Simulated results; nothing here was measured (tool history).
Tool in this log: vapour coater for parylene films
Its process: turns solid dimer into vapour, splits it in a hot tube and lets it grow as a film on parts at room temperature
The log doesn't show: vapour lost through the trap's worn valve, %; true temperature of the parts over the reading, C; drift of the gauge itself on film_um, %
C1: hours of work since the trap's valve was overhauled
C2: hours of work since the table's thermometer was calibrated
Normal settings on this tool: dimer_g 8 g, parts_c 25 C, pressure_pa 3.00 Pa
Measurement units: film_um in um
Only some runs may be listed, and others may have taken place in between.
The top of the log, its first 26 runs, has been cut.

Run 27, hour 378.6: usual settings but parts_c 21 C, pressure_pa 7.15 Pa; C1 171; C2 857. Result: film_um 1.732 um.
Run 28, hour 387.7: usual settings but dimer_g 6 g, parts_c 26 C; C1 178; C2 864. Result: film_um 1.086 um.
Run 29, hour 403.2: usual settings but dimer_g 3 g, parts_c 17 C; C1 191; C2 878. Result: film_um 0.832 um.
Run 30, hour 422.8: usual settings but dimer_g 3 g, parts_c 17 C; C1 208; C2 894. Result: film_um 0.825 um.
Run 31, hour 434.6: usual settings but dimer_g 5 g, parts_c 32 C, pressure_pa 3.72 Pa; C1 218; C2 904. Result: film_um 0.671 um.
At hour 447.9: trap's valve overhauled.
Run 32, hour 458.1: usual settings but dimer_g 7 g, parts_c 21 C, pressure_pa 5.08 Pa; C1 9; C2 921. Result: film_um 1.588 um.
Run 33, hour 476.8: usual settings but dimer_g 10 g, parts_c 20 C; C1 24; C2 937. Result: film_um 2.456 um.
Run 34, hour 486.1: usual settings but parts_c 22 C, pressure_pa 3.41 Pa; C1 32; C2 945. Result: film_um 1.778 um.
Run 35, hour 504.8: usual settings but parts_c 22 C, pressure_pa 3.41 Pa; C1 48; C2 960. Result: film_um 1.769 um.
Run 36, hour 515.5: usual settings but dimer_g 11 g, parts_c 33 C, pressure_pa 9.67 Pa; C1 57; C2 970. Result: film_um 1.353 um.
Run 37, hour 529.2: usual settings but dimer_g 10 g, pressure_pa 11.06 Pa; C1 69; C2 981. Result: film_um 1.765 um.
Run 38, hour 542.7: usual settings but dimer_g 5 g, parts_c 18 C, pressure_pa 3.33 Pa; C1 81; C2 993. Result: film_um 1.327 um.
Run 39, hour 559.9: usual settings but dimer_g 5 g, parts_c 18 C, pressure_pa 3.33 Pa; C1 95; C2 1007. Result: film_um 1.334 um.
Run 40, hour 572.1: usual settings but dimer_g 5 g, parts_c 18 C, pressure_pa 3.33 Pa; C1 105; C2 1018. Result: film_um 1.329 um.
Run 41, hour 591.0: usual settings but dimer_g 13 g, parts_c 18 C, pressure_pa 3.33 Pa; C1 122; C2 1034. Result: film_um 3.445 um.
Run 42, hour 600.3: usual settings but parts_c 18 C, pressure_pa 3.33 Pa; C1 129; C2 1042. Result: film_um 2.115 um.
Run 43, hour 618.9: usual settings but parts_c 18 C, pressure_pa 3.33 Pa; C1 145; C2 1057. Result: film_um 2.118 um.
Run 44, hour 629.3: usual settings but parts_c 18 C, pressure_pa 3.33 Pa; C1 154; C2 1066. Result: film_um 2.111 um.
Run 45, hour 644.7: usual settings but parts_c 18 C, pressure_pa 3.33 Pa; C1 167; C2 1079. Result: film_um 2.097 um.
Run 46, hour 657.8: usual settings but dimer_g 12 g, parts_c 20 C, pressure_pa 3.33 Pa; C1 178; C2 1090. Result: film_um 2.863 um.
Run 47, hour 675.1: usual settings but dimer_g 12 g, parts_c 20 C, pressure_pa 3.33 Pa; C1 193; C2 1105. Result: film_um 2.868 um.

Consider 4 possible next runs. They are alternatives, not a sequence: every one starts from the tool as it was left by run 47. What does each give?
Run A, hour 690.0: usual settings but parts_c 28 C; C1 206; C2 1118. Result: film_um ?.
Run B, hour 690.0: usual settings but dimer_g 5 g, parts_c 17 C, pressure_pa 6.85 Pa; C1 206; C2 1118. Result: film_um ?.
Run C, hour 690.0: usual settings but dimer_g 12 g, parts_c 20 C, pressure_pa 3.33 Pa; C1 206; C2 1118. Result: film_um ?.
Run D, hour 690.0: usual settings but dimer_g 4 g, pressure_pa 4.27 Pa; C1 206; C2 1118. Result: film_um ?.

run  film_um
  A    1.308
  B    1.308
  C    2.855
  D    0.740
The same runs, with their run-to-run variation unchanged, on a tool lacking any hidden condition would have given:
run  film_um
  A    1.317
  B    1.317
  C    2.875
  D    0.745

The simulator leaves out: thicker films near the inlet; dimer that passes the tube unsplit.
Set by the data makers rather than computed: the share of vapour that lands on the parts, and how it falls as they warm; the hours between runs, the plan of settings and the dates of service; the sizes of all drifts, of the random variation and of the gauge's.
